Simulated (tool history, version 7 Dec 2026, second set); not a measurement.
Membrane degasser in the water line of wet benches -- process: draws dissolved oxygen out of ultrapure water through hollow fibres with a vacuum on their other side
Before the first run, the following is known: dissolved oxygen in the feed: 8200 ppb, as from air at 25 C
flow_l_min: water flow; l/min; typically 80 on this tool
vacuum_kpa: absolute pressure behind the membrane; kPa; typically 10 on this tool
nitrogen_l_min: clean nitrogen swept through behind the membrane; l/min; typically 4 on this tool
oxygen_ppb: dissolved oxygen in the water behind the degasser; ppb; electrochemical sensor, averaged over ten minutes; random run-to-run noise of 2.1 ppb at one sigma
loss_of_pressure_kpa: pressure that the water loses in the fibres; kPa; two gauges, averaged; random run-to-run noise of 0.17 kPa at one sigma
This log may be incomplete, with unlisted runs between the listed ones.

run    hour  flow_l_min  vacuum_kpa  nitrogen_l_min  oxygen_ppb  loss_of_pressure_kpa
  1       0          80          10               4       339.2                 30.99
  2   190.3          80          10            3.05       423.2                 30.69
  3     291          53          10               4       221.6                  20.4
  4   380.6          53          10               4       217.3                 20.58
  5   542.3          53          10               4       219.4                 20.42
  6   737.4          80          10             9.1       184.3                 31.07
  7   872.3          67          10               4       280.9                 26.18
  8  1085.4          80         7.5               4         241                  31.1
  9  1269.2          80         7.5               4         242                 31.23
     1348.4  -- vacuum gauge calibrated
 10    1361          80         7.5               4       255.3                 31.48
 11  1514.2          71        15.5               4         514                 28.07

For run 12, what comes out?
 12  1634.7          71        15.5               4           ?                     ?

{"run 12": {"oxygen_ppb": 514.7, "loss_of_pressure_kpa": 28.01}}
The same run, on a tool lacking any hidden state, would have yielded oxygen_ppb 481.9 ppb, loss_of_pressure_kpa 26.18 kPa.

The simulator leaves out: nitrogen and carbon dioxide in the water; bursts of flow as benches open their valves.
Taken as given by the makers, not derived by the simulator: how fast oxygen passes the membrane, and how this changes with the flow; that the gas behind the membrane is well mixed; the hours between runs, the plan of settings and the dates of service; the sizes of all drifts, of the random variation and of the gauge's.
